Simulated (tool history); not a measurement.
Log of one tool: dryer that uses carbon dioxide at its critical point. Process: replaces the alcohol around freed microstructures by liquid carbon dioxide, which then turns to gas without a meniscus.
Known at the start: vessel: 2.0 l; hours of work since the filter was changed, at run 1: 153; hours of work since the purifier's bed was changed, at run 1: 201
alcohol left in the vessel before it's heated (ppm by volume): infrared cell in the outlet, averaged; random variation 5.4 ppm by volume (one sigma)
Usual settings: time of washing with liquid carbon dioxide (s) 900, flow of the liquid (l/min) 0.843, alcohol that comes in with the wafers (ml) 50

| run | day | time of washing with liquid carbon dioxide (s) | flow of the liquid (l/min) | alcohol that comes in with the wafers (ml) | hours of work since the filter was changed | hours of work since the purifier's bed was changed | alcohol left in the vessel before it's heated (ppm by volume) |
|---|---|---|---|---|---|---|---|
| 1 | 0 | 900 | 0.843 | 50 | 153 | 201 | 230 |
| 2 | 0.45 | 900 | 0.843 | 50 | 161 | 209 | 243 |
| 3 | 0.979 | 900 | 0.843 | 50 | 171 | 219 | 238 |
| 4 | 1.246 | 900 | 0.843 | 50 | 176 | 224 | 247 |
| 5 | 1.475 | 900 | 1.082 | 50 | 180 | 228 | 103 |
| 6 | 1.788 | 900 | 1.082 | 50 | 186 | 234 | 105 |
| 7 | 2.317 | 900 | 1.082 | 50 | 196 | 244 | 112 |
| 8 | 2.854 | 900 | 1.082 | 50 | 206 | 254 | 115 |
| 9 | 3.312 | 900 | 0.843 | 50 | 214 | 263 | 274 |
| 10 | 3.833 | 900 | 0.843 | 90 | 224 | 272 | 461 |
| 11 | 4.129 | 1320 | 0.514 | 67 | 230 | 278 | 546 |
| 12 | 4.571 | 1320 | 0.514 | 67 | 238 | 286 | 546 |
| 13 | 5.004 | 780 | 1.399 | 50 | 246 | 294 | 101 |
| 14 | 5.521 | 1140 | 1.162 | 28 | 256 | 304 | 74 |

The next listed run, before its measurement:
| 15 | 5.817 | 840 | 1.407 | 57 | 261 | 309 | ? |

Run 15 gave alcohol left in the vessel before it's heated (ppm by volume) 91.
Without the tool's hidden state the same run would have given alcohol left in the vessel before it's heated (ppm by volume) 15.
